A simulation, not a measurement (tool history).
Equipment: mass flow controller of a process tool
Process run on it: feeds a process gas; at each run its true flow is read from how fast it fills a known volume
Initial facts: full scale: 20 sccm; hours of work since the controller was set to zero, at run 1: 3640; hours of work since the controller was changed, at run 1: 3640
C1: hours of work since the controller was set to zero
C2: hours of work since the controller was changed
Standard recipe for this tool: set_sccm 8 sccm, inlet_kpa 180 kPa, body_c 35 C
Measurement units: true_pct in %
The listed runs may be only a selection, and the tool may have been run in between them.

Run 1, day 0.000: usual settings; C1 3640; C2 3640. Result: true_pct 102.35 %.
Run 2, day 3.675: usual settings; C1 3694; C2 3694. Result: true_pct 102.42 %.
Run 3, day 7.112: usual settings; C1 3746; C2 3746. Result: true_pct 102.40 %.
Run 4, day 11.000: usual settings; C1 3804; C2 3804. Result: true_pct 102.53 %.
Run 5, day 13.275: usual settings but inlet_kpa 152 kPa; C1 3838; C2 3838. Result: true_pct 102.71 %.
Run 6, day 16.267: usual settings but set_sccm 2 sccm, inlet_kpa 152 kPa; C1 3882; C2 3882. Result: true_pct 105.86 %.
Run 7, day 18.592: usual settings but inlet_kpa 252 kPa; C1 3917; C2 3917. Result: true_pct 102.15 %.
Run 8, day 21.617: usual settings but body_c 34 C; C1 3962; C2 3962. Result: true_pct 102.69 %.
Run 9, day 23.521: usual settings but body_c 34 C; C1 3990; C2 3990. Result: true_pct 102.70 %.
Run 10, day 27.138: usual settings but body_c 21 C; C1 4044; C2 4044. Result: true_pct 103.75 %.
Run 11, day 28.946: usual settings but body_c 21 C; C1 4071; C2 4071. Result: true_pct 103.99 %.
Run 12, day 30.679: usual settings but body_c 21 C; C1 4097; C2 4097. Result: true_pct 103.96 %.
Run 13, day 34.542: usual settings; C1 4155; C2 4155. Result: true_pct 102.87 %.
Run 14, day 38.683: usual settings; C1 4217; C2 4217. Result: true_pct 103.07 %.
Run 15, day 40.458: usual settings; C1 4243; C2 4243. Result: true_pct 102.85 %.
Run 16, day 42.671: usual settings but inlet_kpa 187 kPa; C1 4276; C2 4276. Result: true_pct 102.81 %.
Run 17, day 44.892: usual settings but inlet_kpa 187 kPa; C1 4309; C2 4309. Result: true_pct 102.99 %.
Run 18, day 47.162: usual settings; C1 4343; C2 4343. Result: true_pct 103.00 %.
Run 19, day 49.029: usual settings; C1 4371; C2 4371. Result: true_pct 102.93 %.
Run 20, day 51.621: usual settings but body_c 25 C; C1 4410; C2 4410. Result: true_pct 103.92 %.
Run 21, day 55.550: usual settings but body_c 22 C; C1 4468; C2 4468. Result: true_pct 104.22 %.
Run 22, day 59.438: usual settings but body_c 22 C; C1 4526; C2 4526. Result: true_pct 104.27 %.
Run 23, day 61.754: usual settings but body_c 22 C; C1 4561; C2 4561. Result: true_pct 104.42 %.
Run 24, day 64.817: usual settings but body_c 22 C; C1 4606; C2 4606. Result: true_pct 104.48 %.
Run 25, day 67.854: usual settings but body_c 22 C; C1 4652; C2 4652. Result: true_pct 104.38 %.
Run 26, day 71.129: usual settings but body_c 22 C; C1 4701; C2 4701. Result: true_pct 104.43 %.
Run 27, day 74.917: usual settings but inlet_kpa 199 kPa, body_c 27 C; C1 4757; C2 4757. Result: true_pct 104.01 %.
Run 28, day 78.408: usual settings but set_sccm 5 sccm, inlet_kpa 217 kPa; C1 4809; C2 4809. Result: true_pct 103.94 %.
Run 29, day 81.921: usual settings but inlet_kpa 142 kPa; C1 4861; C2 4861. Result: true_pct 103.70 %.
Run 30, day 86.067: usual settings but set_sccm 3 sccm, inlet_kpa 142 kPa; C1 4923; C2 4923. Result: true_pct 106.05 %.
Run 31, day 90.029: usual settings but set_sccm 3 sccm, inlet_kpa 142 kPa; C1 4982; C2 4982. Result: true_pct 105.94 %.
Run 32, day 92.658: usual settings but set_sccm 3 sccm, inlet_kpa 142 kPa; C1 5022; C2 5022. Result: true_pct 106.13 %.
Run 33, day 95.233: usual settings but set_sccm 3 sccm, inlet_kpa 142 kPa; C1 5060; C2 5060. Result: true_pct 106.09 %.
Run 34, day 97.883: usual settings but set_sccm 4 sccm, inlet_kpa 185 kPa, body_c 27 C; C1 5100; C2 5100. Result: true_pct 105.58 %.
Run 35, day 99.696: usual settings but set_sccm 4 sccm, inlet_kpa 185 kPa, body_c 27 C; C1 5127; C2 5127. Result: true_pct 105.63 %.
Run 36, day 101.721: usual settings but set_sccm 4 sccm, inlet_kpa 185 kPa, body_c 27 C; C1 5157; C2 5157. Result: true_pct 105.78 %.
Run 37, day 105.808: usual settings but set_sccm 4 sccm, inlet_kpa 185 kPa, body_c 27 C; C1 5218; C2 5218. Result: true_pct 105.77 %.
Run 38, day 108.046: usual settings but set_sccm 4 sccm, inlet_kpa 185 kPa, body_c 27 C; C1 5251; C2 5251. Result: true_pct 105.97 %.
Run 39, day 109.792: usual settings but set_sccm 14 sccm, inlet_kpa 204 kPa, body_c 21 C; C1 5277; C2 5277. Result: true_pct 104.67 %.
Run 40, day 112.754: usual settings but set_sccm 16 sccm, inlet_kpa 206 kPa, body_c 28 C; C1 5321; C2 5321. Result: true_pct 103.92 %.
Run 41, day 114.462: usual settings but body_c 25 C; C1 5347; C2 5347. Result: true_pct 104.86 %.
Run 42, day 117.679: usual settings but set_sccm 5 sccm, inlet_kpa 177 kPa, body_c 21 C; C1 5395; C2 5395. Result: true_pct 105.97 %.
Run 43, day 119.850: usual settings but set_sccm 4 sccm, inlet_kpa 211 kPa, body_c 27 C; C1 5427; C2 5427. Result: true_pct 105.77 %.
Run 44, day 123.400: usual settings; C1 5480; C2 5480. Result: true_pct 104.11 %.
Run 45, day 126.638: usual settings but set_sccm 4 sccm, inlet_kpa 154 kPa; C1 5528; C2 5528. Result: true_pct 105.65 %.
Run 46, day 129.917: usual settings but set_sccm 2 sccm, inlet_kpa 186 kPa; C1 5577; C2 5577. Result: true_pct 108.60 %.
Run 47, day 133.371: usual settings but inlet_kpa 280 kPa; C1 5629; C2 5629. Result: true_pct 103.50 %.
Run 48, day 135.154: usual settings but set_sccm 2 sccm, body_c 33 C; C1 5656; C2 5656. Result: true_pct 108.85 %.
Run 49, day 136.908: usual settings but set_sccm 2 sccm, body_c 33 C; C1 5682; C2 5682. Result: true_pct 108.92 %.

Predict each of these 3 candidate next runs independently; none follows another, all start after run 49:
Run A, day 138.696: usual settings but set_sccm 3 sccm, inlet_kpa 200 kPa; C1 5708; C2 5708. Result: true_pct ?.
Run B, day 138.696: usual settings but body_c 26 C; C1 5708; C2 5708. Result: true_pct ?.
Run C, day 138.696: usual settings but inlet_kpa 176 kPa; C1 5708; C2 5708. Result: true_pct ?.

run  true_pct
  A    106.38
  B    105.13
  C    104.46
Take away the tool's hidden state, keep each run's random variation, and the runs would have read:
run  true_pct
  A     98.26
  B     99.62
  C     98.95
